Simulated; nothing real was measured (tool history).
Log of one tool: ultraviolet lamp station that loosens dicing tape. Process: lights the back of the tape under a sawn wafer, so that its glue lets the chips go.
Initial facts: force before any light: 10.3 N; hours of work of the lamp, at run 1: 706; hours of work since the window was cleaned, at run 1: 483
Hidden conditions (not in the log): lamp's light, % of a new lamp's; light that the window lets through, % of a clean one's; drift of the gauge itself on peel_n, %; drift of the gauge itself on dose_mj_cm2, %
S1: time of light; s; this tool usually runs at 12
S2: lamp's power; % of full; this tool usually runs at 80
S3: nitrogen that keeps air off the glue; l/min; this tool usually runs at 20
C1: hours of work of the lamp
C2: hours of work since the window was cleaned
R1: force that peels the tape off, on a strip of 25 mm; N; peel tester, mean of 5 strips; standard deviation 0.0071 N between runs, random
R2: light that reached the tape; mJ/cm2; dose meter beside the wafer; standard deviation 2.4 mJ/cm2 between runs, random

run 1 hour=0.0 | S1=12 S2=80 S3=20 | C1=706 C2=483 | R1=0.261 R2=250
run 2 hour=23.8 | S1=12 S2=79 S3=20 | C1=722 C2=500 | R1=0.255 R2=245
run 3 hour=60.9 | S1=12 S2=79 S3=20 | C1=748 C2=526 | R1=0.267 R2=244
run 4 hour=97.1 | S1=12 S2=80 S3=13 | C1=773 C2=551 | R1=0.364 R2=248
run 5 hour=124.7 | S1=12 S2=80 S3=13 | C1=793 C2=570 | R1=0.365 R2=247
run 6 hour=146.9 | S1=12 S2=80 S3=13 | C1=808 C2=586 | R1=0.347 R2=249
run 7 hour=171.2 | S1=12 S2=90 S3=20 | C1=825 C2=603 | R1=0.215 R2=281
run 8 hour=195.7 | S1=12 S2=90 S3=20 | C1=842 C2=620 | R1=0.214 R2=278
run 9 hour=217.9 | S1=12 S2=80 S3=20 | C1=858 C2=635 | R1=0.261 R2=249
run 10 hour=242.8 | S1=10 S2=80 S3=20 | C1=875 C2=653 | R1=0.375 R2=204
run 11 hour=275.6 | S1=10 S2=80 S3=9 | C1=898 C2=676 | R1=0.746 R2=205
-- hour=285.6 window cleaned of glue's vapour
run 12 hour=296.3 | S1=10 S2=80 S3=9 | C1=912 C2=8 | R1=0.745 R2=204
run 13 hour=330.0 | S1=10 S2=80 S3=9 | C1=936 C2=31 | R1=0.751 R2=204
run 14 hour=372.3 | S1=10 S2=80 S3=9 | C1=966 C2=61 | R1=0.736 R2=206
run 15 hour=400.0 | S1=10 S2=80 S3=9 | C1=985 C2=80 | R1=0.744 R2=204
run 16 hour=438.6 | S1=10 S2=80 S3=9 | C1=1012 C2=107 | R1=0.777 R2=207
run 17 hour=464.3 | S1=10 S2=80 S3=9 | C1=1030 C2=125 | R1=0.751 R2=207
run 18 hour=486.9 | S1=10 S2=80 S3=9 | C1=1046 C2=141 | R1=0.754 R2=206
run 19 hour=524.0 | S1=10 S2=80 S3=9 | C1=1072 C2=167 | R1=0.789 R2=209
run 20 hour=559.1 | S1=10 S2=80 S3=9 | C1=1096 C2=191 | R1=0.737 R2=206
run 21 hour=592.0 | S1=13 S2=81 S3=39 | C1=1119 C2=214 | R1=0.184 R2=273
run 22 hour=625.1 | S1=13 S2=81 S3=39 | C1=1142 C2=237 | R1=0.174 R2=269
run 23 hour=665.7 | S1=13 S2=81 S3=39 | C1=1171 C2=266 | R1=0.174 R2=269
run 24 hour=686.6 | S1=13 S2=93 S3=10 | C1=1185 C2=280 | R1=0.278 R2=316
run 25 hour=725.8 | S1=18 S2=84 S3=13 | C1=1213 C2=308 | R1=0.169 R2=385
run 26 hour=748.2 | S1=12 S2=95 S3=7 | C1=1229 C2=324 | R1=0.417 R2=291
run 27 hour=774.6 | S1=12 S2=68 S3=10 | C1=1247 C2=342 | R1=0.635 R2=213
run 28 hour=810.3 | S1=20 S2=80 S3=10 | C1=1272 C2=367 | R1=0.188 R2=414
run 29 hour=845.2 | S1=15 S2=72 S3=20 | C1=1296 C2=391 | R1=0.218 R2=281
run 30 hour=881.3 | S1=7 S2=90 S3=12 | C1=1322 C2=417 | R1=0.992 R2=161
run 31 hour=899.4 | S1=7 S2=90 S3=12 | C1=1334 C2=429 | R1=0.955 R2=162
run 32 hour=920.4 | S1=21 S2=61 S3=12 | C1=1349 C2=444 | R1=0.221 R2=328
run 33 hour=960.9 | S1=9 S2=66 S3=20 | C1=1377 C2=472 | R1=0.709 R2=149
run 34 hour=995.5 | S1=9 S2=66 S3=20 | C1=1402 C2=497 | R1=0.707 R2=150
run 35 hour=1037.8 | S1=9 S2=66 S3=20 | C1=1431 C2=526 | R1=0.729 R2=152
run 36 hour=1065.6 | S1=14 S2=63 S3=39 | C1=1451 C2=546 | R1=0.213 R2=229
run 37 hour=1103.0 | S1=12 S2=63 S3=39 | C1=1477 C2=572 | R1=0.263 R2=195
run 38 hour=1124.5 | S1=9 S2=80 S3=20 | C1=1492 C2=587 | R1=0.458 R2=184
run 39 hour=1144.6 | S1=13 S2=73 S3=11 | C1=1506 C2=601 | R1=0.415 R2=240

Measured less the same run without the tool's hidden state. The same run-to-run variation is in both; the gauge's scatter may not be:
run=1 R1=+0.001
run=2 R1=+0.002
run=3 R1=+0.001
run=4 R1=+0.002
run=5 R1=+0.003
run=6 R1=+0.003
run=7 R1=+0.001
run=8 R1=+0.001
run=9 R1=+0.002
run=10 R1=+0.003
run=11 R1=+0.006
run=12 R1=+0.003
run=13 R1=+0.003
run=14 R1=+0.003
run=15 R1=+0.003
run=16 R1=+0.004
run=17 R1=+0.004
run=18 R1=+0.003
run=19 R1=+0.004
run=20 R1=+0.004
run=21 R1=+0.000
run=22 R1=+0.000
run=23 R1=+0.000
run=24 R1=+0.001
run=25 R1=+0.000
run=26 R1=+0.003
run=27 R1=+0.005
run=28 R1=+0.000
run=29 R1=+0.001
run=30 R1=+0.008
run=31 R1=+0.007
run=32 R1=+0.001
run=33 R1=+0.006
run=34 R1=+0.006
run=35 R1=+0.007
run=36 R1=+0.001
run=37 R1=+0.003
run=38 R1=+0.005
run=39 R1=+0.004
R2: at most 2 mJ/cm2 away from the measurement, every run.

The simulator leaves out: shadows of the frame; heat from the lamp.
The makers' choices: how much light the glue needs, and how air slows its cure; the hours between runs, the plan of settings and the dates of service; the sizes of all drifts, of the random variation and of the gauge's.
